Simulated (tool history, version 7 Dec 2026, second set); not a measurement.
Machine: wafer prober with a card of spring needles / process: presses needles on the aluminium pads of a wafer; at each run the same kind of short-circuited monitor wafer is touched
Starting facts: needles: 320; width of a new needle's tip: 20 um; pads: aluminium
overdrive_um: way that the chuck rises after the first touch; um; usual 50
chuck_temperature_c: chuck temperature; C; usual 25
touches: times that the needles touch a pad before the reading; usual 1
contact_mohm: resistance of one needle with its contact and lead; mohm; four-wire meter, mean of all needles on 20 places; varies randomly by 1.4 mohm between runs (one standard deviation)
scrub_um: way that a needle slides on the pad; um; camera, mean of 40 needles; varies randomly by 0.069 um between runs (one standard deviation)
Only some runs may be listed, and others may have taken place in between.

run 1 hour=0 | overdrive_um=50 chuck_temperature_c=25 touches=1 | contact_mohm=134 scrub_um=7.45
-- hour=15 tips cleaned on abrasive film
run 2 hour=18 | overdrive_um=50 chuck_temperature_c=25 touches=1 | contact_mohm=311 scrub_um=7.25
-- hour=30 tips cleaned on abrasive film
run 3 hour=35.7 | overdrive_um=50 chuck_temperature_c=25 touches=1 | contact_mohm=186 scrub_um=7.13
-- hour=45 tips cleaned on abrasive film
run 4 hour=58.4 | overdrive_um=50 chuck_temperature_c=25 touches=1 | contact_mohm=232 scrub_um=7.19
-- hour=60.3 tips cleaned on abrasive film
run 5 hour=74.5 | overdrive_um=50 chuck_temperature_c=25 touches=1 | contact_mohm=242 scrub_um=7.21
-- hour=76.3 tips cleaned on abrasive film
run 6 hour=89.4 | overdrive_um=50 chuck_temperature_c=25 touches=1 | contact_mohm=235 scrub_um=7.06
-- hour=92.1 tips cleaned on abrasive film
run 7 hour=99.5 | overdrive_um=50 chuck_temperature_c=25 touches=1 | contact_mohm=191 scrub_um=7.05
-- hour=106.9 tips cleaned on abrasive film
run 8 hour=120.1 | overdrive_um=50 chuck_temperature_c=25 touches=2 | contact_mohm=188 scrub_um=7.13
-- hour=121.8 tips cleaned on abrasive film
run 9 hour=134.8 | overdrive_um=50 chuck_temperature_c=25 touches=2 | contact_mohm=190 scrub_um=7.12
-- hour=136.7 tips cleaned on abrasive film
-- hour=139 tips cleaned on abrasive film, once more
-- hour=153.8 tips cleaned on abrasive film
run 10 hour=157.3 | overdrive_um=43 chuck_temperature_c=25 touches=1 | contact_mohm=192 scrub_um=5.96
-- hour=168.7 tips cleaned on abrasive film
run 11 hour=170.7 | overdrive_um=50 chuck_temperature_c=25 touches=1 | contact_mohm=156 scrub_um=6.91
run 12 hour=182 | overdrive_um=50 chuck_temperature_c=25 touches=1 | contact_mohm=240 scrub_um=7.15
-- hour=183.3 tips cleaned on abrasive film
-- hour=198.3 tips cleaned on abrasive film
run 13 hour=204.2 | overdrive_um=50 chuck_temperature_c=25 touches=1 | contact_mohm=185 scrub_um=7.02
-- hour=213.4 tips cleaned on abrasive film
run 14 hour=224.1 | overdrive_um=66 chuck_temperature_c=25 touches=1 | contact_mohm=179 scrub_um=9.46
-- hour=228 tips cleaned on abrasive film
run 15 hour=236.8 | overdrive_um=66 chuck_temperature_c=25 touches=3 | contact_mohm=137 scrub_um=9.24
-- hour=244.2 tips cleaned on abrasive film
run 16 hour=250.6 | overdrive_um=66 chuck_temperature_c=42 touches=2 | contact_mohm=144 scrub_um=9.44
-- hour=259.5 tips cleaned on abrasive film
run 17 hour=268.1 | overdrive_um=50 chuck_temperature_c=80 touches=1 | contact_mohm=222 scrub_um=7
-- hour=274.4 tips cleaned on abrasive film
run 18 hour=279.9 | overdrive_um=44 chuck_temperature_c=80 touches=1 | contact_mohm=212 scrub_um=5.92
-- hour=290.1 tips cleaned on abrasive film
run 19 hour=294.8 | overdrive_um=32 chuck_temperature_c=92 touches=3 | contact_mohm=217 scrub_um=4.04
-- hour=306.2 tips cleaned on abrasive film
run 20 hour=307.8 | overdrive_um=47 chuck_temperature_c=65 touches=2 | contact_mohm=159 scrub_um=6.49
-- hour=322 tips cleaned on abrasive film
run 21 hour=329.7 | overdrive_um=31 chuck_temperature_c=26 touches=1 | contact_mohm=386 scrub_um=3.86
-- hour=338.4 tips cleaned on abrasive film
run 22 hour=351.5 | overdrive_um=31 chuck_temperature_c=26 touches=1 | contact_mohm=490 scrub_um=3.89
-- hour=353.7 tips cleaned on abrasive film
run 23 hour=366.6 | overdrive_um=31 chuck_temperature_c=59 touches=2 | contact_mohm=358 scrub_um=3.88
-- hour=368.8 tips cleaned on abrasive film
run 24 hour=380.5 | overdrive_um=61 chuck_temperature_c=64 touches=1 | contact_mohm=201 scrub_um=8.55
-- hour=383.6 tips cleaned on abrasive film
run 25 hour=396.8 | overdrive_um=50 chuck_temperature_c=37 touches=2 | contact_mohm=204 scrub_um=6.78
-- hour=398.5 tips cleaned on abrasive film
run 26 hour=410.7 | overdrive_um=43 chuck_temperature_c=43 touches=2 | contact_mohm=230 scrub_um=5.71
-- hour=414.4 tips cleaned on abrasive film
-- hour=429 tips cleaned on abrasive film
run 27 hour=431.7 | overdrive_um=43 chuck_temperature_c=43 touches=2 | contact_mohm=175 scrub_um=5.63
run 28 hour=443.1 | overdrive_um=52 chuck_temperature_c=72 touches=1 | contact_mohm=244 scrub_um=7.09
-- hour=445.2 tips cleaned on abrasive film
-- hour=460.2 tips cleaned on abrasive film
run 29 hour=462.9 | overdrive_um=52 chuck_temperature_c=72 touches=1 | contact_mohm=172 scrub_um=7.12
-- hour=469.7 height of the first contact set anew
-- hour=476.1 tips cleaned on abrasive film
run 30 hour=480.1 | overdrive_um=52 chuck_temperature_c=72 touches=1 | contact_mohm=171 scrub_um=8.21

A few steps of contact_mohm between consecutive runs. Split each: what settings, incoming material and random variation would produce without the hidden state, and what is left over for the hidden state, along with gauge scatter present in only one of the two compared results (measured, and without hidden state):
Hidden state present: debris on the tips, nm; way that the needles fall short of the set height, um; tips' diameter, um; drift of the gauge itself on contact_mohm, %; drift of the gauge itself on scrub_um, %.
Run 1 -> 2: tips cleaned on abrasive film. contact_mohm +177 mohm: hidden state +178, all else -1.
Run 20 -> 21: overdrive_um 47 -> 31, chuck_temperature_c 65 -> 26, touches 2 -> 1, tips cleaned on abrasive film. contact_mohm +227 mohm: hidden state +222, all else +5.
Run 23 -> 24: overdrive_um 31 -> 61, chuck_temperature_c 59 -> 64, touches 2 -> 1, tips cleaned on abrasive film. contact_mohm -157 mohm: hidden state -140, all else -17.
